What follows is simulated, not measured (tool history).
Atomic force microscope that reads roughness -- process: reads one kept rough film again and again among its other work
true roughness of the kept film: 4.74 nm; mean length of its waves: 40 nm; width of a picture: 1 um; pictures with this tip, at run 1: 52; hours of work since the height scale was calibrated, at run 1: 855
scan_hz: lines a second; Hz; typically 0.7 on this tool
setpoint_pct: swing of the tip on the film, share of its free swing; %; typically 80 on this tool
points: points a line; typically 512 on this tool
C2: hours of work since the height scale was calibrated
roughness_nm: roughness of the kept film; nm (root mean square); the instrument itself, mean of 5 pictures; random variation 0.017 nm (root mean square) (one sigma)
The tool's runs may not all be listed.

Run 1, day 0: usual settings; pictures with this tip 52; C2 855. Result: roughness_nm 4.068 nm (root mean square).
At day 1.129: new tip fitted.
Run 2, day 1.129: usual settings; pictures with this tip 0; C2 873. Result: roughness_nm 4.103 nm (root mean square).
Run 3, day 3.029: usual settings; pictures with this tip 83; C2 903. Result: roughness_nm 4.103 nm (root mean square).
At day 3.512: new tip fitted.
Run 4, day 5.067: usual settings but points 631; pictures with this tip 68; C2 936. Result: roughness_nm 4.082 nm (root mean square).
At day 5.862: new tip fitted.
Run 5, day 6.592: usual settings but points 631; pictures with this tip 32; C2 960. Result: roughness_nm 4.059 nm (root mean square).
At day 8.292: new tip fitted.
Run 6, day 8.883: usual settings but points 667; pictures with this tip 26; C2 996. Result: roughness_nm 4.108 nm (root mean square).
At day 10.621: new tip fitted.
Run 7, day 10.621: usual settings but points 667; pictures with this tip 0; C2 1024. Result: roughness_nm 4.093 nm (root mean square).
Run 8, day 12.817: usual settings but points 667; pictures with this tip 96; C2 1059. Result: roughness_nm 4.061 nm (root mean square).
At day 12.95: new tip fitted.
At day 15.258: new tip fitted.
Run 9, day 15.258: usual settings but points 667; pictures with this tip 0; C2 1097. Result: roughness_nm 4.097 nm (root mean square).
At day 17.671: new tip fitted.
Run 10, day 17.771: usual settings but points 667; pictures with this tip 4; C2 1137. Result: roughness_nm 4.044 nm (root mean square).
Run 11, day 19.788: usual settings but points 667; pictures with this tip 93; C2 1170. Result: roughness_nm 4.062 nm (root mean square).
At day 20.104: new tip fitted.
Run 12, day 21.704: usual settings but points 667; pictures with this tip 71; C2 1200. Result: roughness_nm 4.042 nm (root mean square).
At day 22.446: new tip fitted.
Run 13, day 22.983: usual settings; pictures with this tip 24; C2 1220. Result: roughness_nm 4.05 nm (root mean square).
At day 24.908: new tip fitted.
Run 14, day 25.488: usual settings but points 492; pictures with this tip 25; C2 1260. Result: roughness_nm 4.095 nm (root mean square).
At day 27.221: new tip fitted.
Run 15, day 27.558: usual settings but scan_hz 0.867 Hz; pictures with this tip 14; C2 1293. Result: roughness_nm 3.995 nm (root mean square).
At day 29.733: new tip fitted.
Run 16, day 29.925: usual settings; pictures with this tip 9; C2 1331. Result: roughness_nm 4.064 nm (root mean square).
Run 17, day 31.65: usual settings; pictures with this tip 84; C2 1358. Result: roughness_nm 4.091 nm (root mean square).
At day 32.133: new tip fitted.
Run 18, day 33.329: usual settings; pictures with this tip 52; C2 1385. Result: roughness_nm 4.067 nm (root mean square).
At day 34.467: new tip fitted.
Run 19, day 35.054: usual settings but scan_hz 0.938 Hz; pictures with this tip 26; C2 1412. Result: roughness_nm 3.983 nm (root mean square).
At day 36.796: new tip fitted.
Run 20, day 37.308: usual settings but scan_hz 0.938 Hz; pictures with this tip 23; C2 1448. Result: roughness_nm 3.97 nm (root mean square).
At day 39.162: new tip fitted.
Run 21, day 39.696: usual settings; pictures with this tip 24; C2 1486. Result: roughness_nm 4.059 nm (root mean square).
At day 41.479: new tip fitted.
Run 22, day 41.938: usual settings but points 596; pictures with this tip 20; C2 1522. Result: roughness_nm 4.063 nm (root mean square).
At day 44.004: new tip fitted.
Run 23, day 44.217: usual settings but setpoint_pct 73 %, points 596; pictures with this tip 10; C2 1558. Result: roughness_nm 4.124 nm (root mean square).
At day 46.338: new tip fitted.
Run 24, day 46.338: usual settings but setpoint_pct 73 %, points 596; pictures with this tip 0; C2 1591. Result: roughness_nm 4.166 nm (root mean square).
Run 25, day 47.362: usual settings but setpoint_pct 73 %, points 596; pictures with this tip 45; C2 1608. Result: roughness_nm 4.138 nm (root mean square).
At day 48.762: new tip fitted.
Run 26, day 49.367: usual settings but setpoint_pct 73 %, points 596; pictures with this tip 27; C2 1640. Result: roughness_nm 4.157 nm (root mean square).
Run 27, day 50.921: usual settings but scan_hz 1.101 Hz, setpoint_pct 73 %, points 281; pictures with this tip 95; C2 1665. Result: roughness_nm 4.015 nm (root mean square).
At day 51.179: new tip fitted.
Run 28, day 53.312: usual settings but scan_hz 1.304 Hz, setpoint_pct 55 %, points 580; pictures with this tip 94; C2 1703. Result: roughness_nm 4.235 nm (root mean square).
At day 53.55: new tip fitted.
Run 29, day 55.629: usual settings but scan_hz 0.644 Hz, setpoint_pct 55 %, points 666; pictures with this tip 91; C2 1740. Result: roughness_nm 4.301 nm (root mean square).
At day 55.992: new tip fitted.
Run 30, day 57.029: usual settings but scan_hz 0.52 Hz, points 601; pictures with this tip 46; C2 1762. Result: roughness_nm 4.154 nm (root mean square).
At day 58.308: new tip fitted.
Run 31, day 58.842: usual settings but scan_hz 1.143 Hz, setpoint_pct 88 %, points 601; pictures with this tip 24; C2 1790. Result: roughness_nm 3.757 nm (root mean square).
At day 60.729: new tip fitted.
Run 32, day 61.204: usual settings but scan_hz 1.136 Hz, setpoint_pct 64 %, points 457; pictures with this tip 21; C2 1828. Result: roughness_nm 4.154 nm (root mean square).
Run 33, day 62.546: usual settings but scan_hz 3.564 Hz, points 378; pictures with this tip 80; C2 1849. Result: roughness_nm 3.196 nm (root mean square).
At day 63.142: new tip fitted.
Run 34, day 63.921: usual settings but scan_hz 1.492 Hz, setpoint_pct 83 %, points 378; pictures with this tip 34; C2 1871. Result: roughness_nm 3.698 nm (root mean square).
Run 35, day 65.221: usual settings but points 638; pictures with this tip 91; C2 1892. Result: roughness_nm 4.094 nm (root mean square).
At day 65.546: new tip fitted.
Run 36, day 67.35: usual settings but setpoint_pct 65 %, points 385; pictures with this tip 79; C2 1926. Result: roughness_nm 4.236 nm (root mean square).
At day 68.079: new tip fitted.
Run 37, day 69.4: usual settings but scan_hz 0.82 Hz, setpoint_pct 78 %, points 297; pictures with this tip 58; C2 1958. Result: roughness_nm 4.032 nm (root mean square).
At day 70.55: new tip fitted.
Run 38, day 71.058: usual settings but scan_hz 0.82 Hz, setpoint_pct 78 %, points 297; pictures with this tip 22; C2 1985. Result: roughness_nm 4.044 nm (root mean square).
Run 39, day 72.167: usual settings but scan_hz 1.98 Hz; pictures with this tip 71; C2 2002. Result: roughness_nm 3.624 nm (root mean square).
At day 73.042: new tip fitted.
Run 40, day 73.304: usual settings but scan_hz 1.98 Hz; pictures with this tip 11; C2 2020. Result: roughness_nm 3.637 nm (root mean square).
Run 41, day 74.679: usual settings but scan_hz 0.512 Hz, setpoint_pct 75 %, points 909; pictures with this tip 72; C2 2042. Result: roughness_nm 4.215 nm (root mean square).
At day 75.379: new tip fitted.
Run 42, day 76.375: usual settings but scan_hz 2.487 Hz, setpoint_pct 82 %, points 909; pictures with this tip 43; C2 2069. Result: roughness_nm 3.391 nm (root mean square).
At day 77.712: new tip fitted.
Run 43, day 78.508: usual settings but setpoint_pct 85 %, points 375; pictures with this tip 35; C2 2103. Result: roughness_nm 3.976 nm (root mean square).
At day 80.192: new tip fitted.
Run 44, day 80.392: usual settings but scan_hz 0.651 Hz, setpoint_pct 78 %, points 535; pictures with this tip 8; C2 2133. Result: roughness_nm 4.122 nm (root mean square).
Run 45, day 81.462: usual settings but scan_hz 1.256 Hz, setpoint_pct 78 %, points 535; pictures with this tip 55; C2 2150. Result: roughness_nm 3.897 nm (root mean square).
At day 82.567: new tip fitted.
Run 46, day 82.688: usual settings but scan_hz 0.792 Hz, setpoint_pct 61 %, points 489; pictures with this tip 5; C2 2169. Result: roughness_nm 4.216 nm (root mean square).
Run 47, day 84.45: usual settings but scan_hz 0.792 Hz, setpoint_pct 61 %, points 489; pictures with this tip 83; C2 2198. Result: roughness_nm 4.236 nm (root mean square).
At day 84.888: new tip fitted.
Run 48, day 86.9: usual settings but scan_hz 2.202 Hz, points 272; pictures with this tip 89; C2 2237. Result: roughness_nm 3.542 nm (root mean square).
At day 87.296: new tip fitted.
Run 49, day 88.708: usual settings but points 682; pictures with this tip 62; C2 2265. Result: roughness_nm 4.08 nm (root mean square).

Branching from run 49: 5 alternative next runs. What would each branch give?
At day 89.762: new tip fitted.
Run A, day 90.733: usual settings but scan_hz 0.676 Hz, setpoint_pct 63 %, points 682; pictures with this tip 43; C2 2298. Result: roughness_nm ?.
At day 89.762: new tip fitted.
Run B, day 90.733: usual settings but setpoint_pct 65 %, points 295; pictures with this tip 43; C2 2298. Result: roughness_nm ?.
At day 89.762: new tip fitted.
Run C, day 90.733: usual settings but setpoint_pct 61 %; pictures with this tip 43; C2 2298. Result: roughness_nm ?.
At day 89.762: new tip fitted.
Run D, day 90.733: usual settings but scan_hz 1.224 Hz, setpoint_pct 81 %, points 1022; pictures with this tip 43; C2 2298. Result: roughness_nm ?.
At day 89.762: new tip fitted.
Run E, day 90.733: usual settings but scan_hz 2.559 Hz, setpoint_pct 64 %, points 595; pictures with this tip 43; C2 2298. Result: roughness_nm ?.

run  roughness_nm
  A         4.273
  B         4.244
  C         4.256
  D         3.859
  E         3.952
With no hidden state in the tool, these same runs would have given:
run  roughness_nm
  A         4.277
  B         4.248
  C         4.261
  D         3.863
  E         3.956
